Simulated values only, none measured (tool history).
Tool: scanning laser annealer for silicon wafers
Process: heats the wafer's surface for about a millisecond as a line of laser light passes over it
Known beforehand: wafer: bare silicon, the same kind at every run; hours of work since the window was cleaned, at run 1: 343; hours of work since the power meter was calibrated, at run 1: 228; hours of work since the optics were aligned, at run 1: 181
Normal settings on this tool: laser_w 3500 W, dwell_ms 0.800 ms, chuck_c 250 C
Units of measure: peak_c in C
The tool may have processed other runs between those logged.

run,hour,laser_w,dwell_ms,chuck_c,hours of work since the window was cleaned,hours of work since the power meter was calibrated,hours of work since the optics were aligned,peak_c
1,0.0,3500,0.800,250,343,228,181,1059
2,9.2,3500,0.800,250,349,235,187,1065
3,17.7,3500,0.800,250,355,241,193,1064
4,27.1,3500,0.800,250,362,247,200,1061
5,35.4,3500,0.800,250,367,253,206,1062
6,45.8,3500,0.800,250,375,260,213,1056
7,52.2,3500,0.800,250,379,265,217,1060
8,59.4,3468,0.800,266,384,270,222,1068
# hour 65.2: optics aligned, line set to its width
9,74.1,3468,0.917,257,391,276,6,1124
10,87.0,3468,0.917,257,400,285,15,1122
11,92.7,3294,0.924,250,404,289,19,1066
12,105.8,3294,0.924,250,413,298,28,1064

What if the next run were any one of these 3? Each begins from the tool's condition after run 12:
# hour 120.9: optics aligned, line set to its width, once more
A,122.8,3261,0.681,264,421,306,1,?
# hour 120.9: optics aligned, line set to its width, once more
B,122.8,3086,0.562,280,421,306,1,?
# hour 120.9: optics aligned, line set to its width, once more
C,122.8,3294,0.924,241,421,306,1,?

run,peak_c
A,941
B,843
C,1065
With the hidden condition removed and each run's random variation left untouched, the same runs would have given:
run,peak_c
A,961
B,861
C,1090
